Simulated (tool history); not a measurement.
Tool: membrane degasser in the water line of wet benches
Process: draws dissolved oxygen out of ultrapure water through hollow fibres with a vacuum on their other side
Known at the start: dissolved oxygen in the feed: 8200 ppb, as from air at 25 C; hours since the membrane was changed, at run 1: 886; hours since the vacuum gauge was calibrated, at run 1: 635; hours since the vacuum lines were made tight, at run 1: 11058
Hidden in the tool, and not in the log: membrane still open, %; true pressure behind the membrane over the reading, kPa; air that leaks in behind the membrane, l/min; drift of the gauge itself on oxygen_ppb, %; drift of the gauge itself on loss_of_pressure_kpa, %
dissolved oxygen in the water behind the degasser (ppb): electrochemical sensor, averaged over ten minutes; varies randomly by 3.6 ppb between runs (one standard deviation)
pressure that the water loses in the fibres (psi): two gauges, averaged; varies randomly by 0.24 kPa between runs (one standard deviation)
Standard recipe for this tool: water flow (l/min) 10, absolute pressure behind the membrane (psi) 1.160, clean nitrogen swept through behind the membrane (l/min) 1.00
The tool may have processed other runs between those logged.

| run | day | water flow (l/min) | absolute pressure behind the membrane (psi) | clean nitrogen swept through behind the membrane (l/min) | hours since the membrane was changed | hours since the vacuum gauge was calibrated | hours since the vacuum lines were made tight | dissolved oxygen in the water behind the degasser (ppb) | pressure that the water loses in the fibres (psi) |
|---|---|---|---|---|---|---|---|---|---|
| 1 | 0.000 | 10 | 1.160 | 1.00 | 886 | 635 | 11058 | 372.0 | 8.866 |
| 2 | 2.596 | 10 | 1.160 | 1.00 | 948 | 698 | 11120 | 369.4 | 8.875 |
| 3 | 4.862 | 10 | 1.814 | 1.00 | 1003 | 752 | 11174 | 467.1 | 8.820 |
| 4 | 7.500 | 10 | 1.814 | 1.00 | 1066 | 815 | 11238 | 466.0 | 8.876 |
| 5 | 9.992 | 10 | 1.160 | 0.41 | 1126 | 875 | 11297 | 492.9 | 8.878 |
| 6 | 12.312 | 10 | 1.160 | 0.93 | 1182 | 931 | 11353 | 384.6 | 8.882 |
| 7 | 15.550 | 10 | 1.160 | 0.93 | 1259 | 1009 | 11431 | 378.3 | 8.824 |
| 8 | 17.412 | 10 | 1.160 | 1.00 | 1304 | 1053 | 11475 | 371.8 | 8.795 |
| 9 | 20.792 | 10 | 1.160 | 1.00 | 1385 | 1134 | 11557 | 377.7 | 8.901 |
| 10 | 22.679 | 10 | 1.160 | 1.00 | 1430 | 1180 | 11602 | 366.4 | 8.847 |
| 11 | 24.888 | 15 | 1.160 | 1.00 | 1483 | 1233 | 11655 | 831.3 | 13.335 |
| 12 | 27.946 | 15 | 1.160 | 1.00 | 1557 | 1306 | 11728 | 845.5 | 13.269 |
| 13 | 30.471 | 10 | 1.160 | 0.46 | 1617 | 1367 | 11789 | 482.8 | 8.917 |
| 14 | 32.042 | 10 | 1.160 | 0.54 | 1655 | 1404 | 11827 | 456.0 | 8.884 |
|  | 34.912 | seals of the vacuum lines changed |
| 15 | 34.942 | 10 | 1.160 | 0.54 | 1723 | 1472 | 1 | 456.5 | 8.902 |
| 16 | 36.608 | 10 | 1.160 | 1.00 | 1763 | 1512 | 41 | 376.3 | 8.866 |
| 17 | 39.646 | 12 | 1.160 | 1.00 | 1836 | 1585 | 114 | 550.0 | 10.727 |
| 18 | 42.700 | 12 | 1.160 | 1.00 | 1909 | 1658 | 187 | 549.3 | 10.726 |
| 19 | 45.042 | 7 | 1.160 | 1.40 | 1965 | 1714 | 243 | 142.0 | 6.193 |
| 20 | 47.125 | 12 | 1.160 | 2.62 | 2015 | 1764 | 293 | 478.8 | 10.717 |
| 21 | 49.942 | 9 | 2.041 | 0.48 | 2083 | 1832 | 361 | 623.1 | 8.008 |
| 22 | 53.229 | 11 | 1.920 | 0.55 | 2162 | 1911 | 440 | 750.6 | 9.752 |
|  | 53.462 | vacuum gauge calibrated |
| 23 | 54.925 | 11 | 1.920 | 0.55 | 2202 | 35 | 480 | 754.9 | 9.835 |
| 24 | 56.929 | 13 | 1.920 | 0.55 | 2250 | 83 | 528 | 949.8 | 11.674 |
| 25 | 58.492 | 13 | 1.920 | 0.55 | 2287 | 121 | 565 | 957.2 | 11.620 |
| 26 | 61.508 | 8 | 0.986 | 1.17 | 2360 | 193 | 638 | 197.4 | 7.121 |
| 27 | 64.392 | 8 | 1.300 | 0.42 | 2429 | 262 | 707 | 373.7 | 7.162 |
|  | 65.862 | vacuum gauge calibrated, once more |
| 28 | 66.525 | 10 | 1.803 | 2.80 | 2480 | 16 | 758 | 347.8 | 8.934 |
| 29 | 70.179 | 10 | 2.071 | 1.00 | 2567 | 104 | 845 | 518.8 | 8.931 |
| 30 | 73.396 | 10 | 2.071 | 1.00 | 2645 | 181 | 923 | 513.7 | 8.965 |
| 31 | 75.642 | 13 | 1.160 | 2.67 | 2699 | 235 | 976 | 577.9 | 11.684 |
| 32 | 77.642 | 13 | 1.160 | 2.67 | 2746 | 283 | 1024 | 573.2 | 11.661 |
| 33 | 80.821 | 10 | 1.160 | 0.91 | 2823 | 359 | 1101 | 391.6 | 8.972 |

Each row is a separate what-if for the run after 33, all from the same tool condition, not one after another. Results?
| A | 83.638 | 10 | 1.160 | 0.70 | 2890 | 427 | 1168 | ? | ? |
| B | 83.638 | 10 | 1.160 | 2.94 | 2890 | 427 | 1168 | ? | ? |
| C | 83.638 | 13 | 2.759 | 1.00 | 2890 | 427 | 1168 | ? | ? |

| run | dissolved oxygen in the water behind the degasser (ppb) | pressure that the water loses in the fibres (psi) |
|---|---|---|
| A | 428.1 | 8.972 |
| B | 313.7 | 8.940 |
| C | 930.7 | 11.628 |
Without the tool's hidden state the same runs would have given:
| run | dissolved oxygen in the water behind the degasser (ppb) | pressure that the water loses in the fibres (psi) |
|---|---|---|
| A | 410.6 | 8.812 |
| B | 297.0 | 8.782 |
| C | 905.3 | 11.422 |
